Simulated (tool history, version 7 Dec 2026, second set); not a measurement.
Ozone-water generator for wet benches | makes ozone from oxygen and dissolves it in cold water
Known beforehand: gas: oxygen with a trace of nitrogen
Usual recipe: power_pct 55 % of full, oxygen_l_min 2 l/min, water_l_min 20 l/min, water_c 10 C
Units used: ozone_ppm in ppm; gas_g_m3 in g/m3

run	day	power_pct	oxygen_l_min	water_l_min	water_c	ozone_ppm	gas_g_m3
1	0	55	2	20	10	9.9	217.2
2	1.708	55	2	20	10	10.2	216.5
3	3.462	55	2.02	20	10	9.9	217.4
4	5.196	55	2.02	20	10	10.2	217.1
# day 5.958: contactor cleaned
5	6.708	55	2.02	20	10	9.8	217.4
6	8.521	55	2.02	20	10	10	218
7	9.908	55	2.02	20	10	9.9	220.7
8	11.008	55	2	19	10	10.7	217.8
9	12.654	55	2	19	10	10.6	218.5
10	13.654	55	2	20	10	10	220.2
11	15.162	55	2	20	10	10.1	220.5
12	16.788	55	2	20	10	10	220.9
13	17.654	68	2	20	10	11.8	262.1
14	18.458	65	2	20	7	11.6	253.8
15	19.483	65	2	20	7	11.7	256.2
16	20.304	65	2	20	7	11.7	252.8
17	21.646	65	2	20	7	11.9	253.5
18	23.321	74	2	20	9	12.9	282.4
# day 24.079: gauge calibrated
19	24.375	55	2.35	20	10	10.5	197.7
20	25.283	55	2.35	20	10	10.5	198.3
21	26.967	55	2.35	20	10	10.6	200.2
22	28.179	43	1.82	14	10	11.5	189.1
23	28.929	43	1.82	21	15	7.5	187
24	30	43	1.82	21	15	7.3	187.3
25	30.829	55	2	15	9	13.3	218

What if the next run were any one of these 3? Each begins from the tool's condition after run 25:
A	32.158	55	2	12	8	?	?
B	32.158	55	2.88	20	10	?	?
C	32.158	50	1.03	16	10	?	?

run	ozone_ppm	gas_g_m3
A	16.7	218.2
B	11.2	177.4
C	9.7	294.4
With no hidden state in the tool, these same runs would have given:
run	ozone_ppm	gas_g_m3
A	16.7	216.1
B	11.2	175.6
C	9.7	291.5

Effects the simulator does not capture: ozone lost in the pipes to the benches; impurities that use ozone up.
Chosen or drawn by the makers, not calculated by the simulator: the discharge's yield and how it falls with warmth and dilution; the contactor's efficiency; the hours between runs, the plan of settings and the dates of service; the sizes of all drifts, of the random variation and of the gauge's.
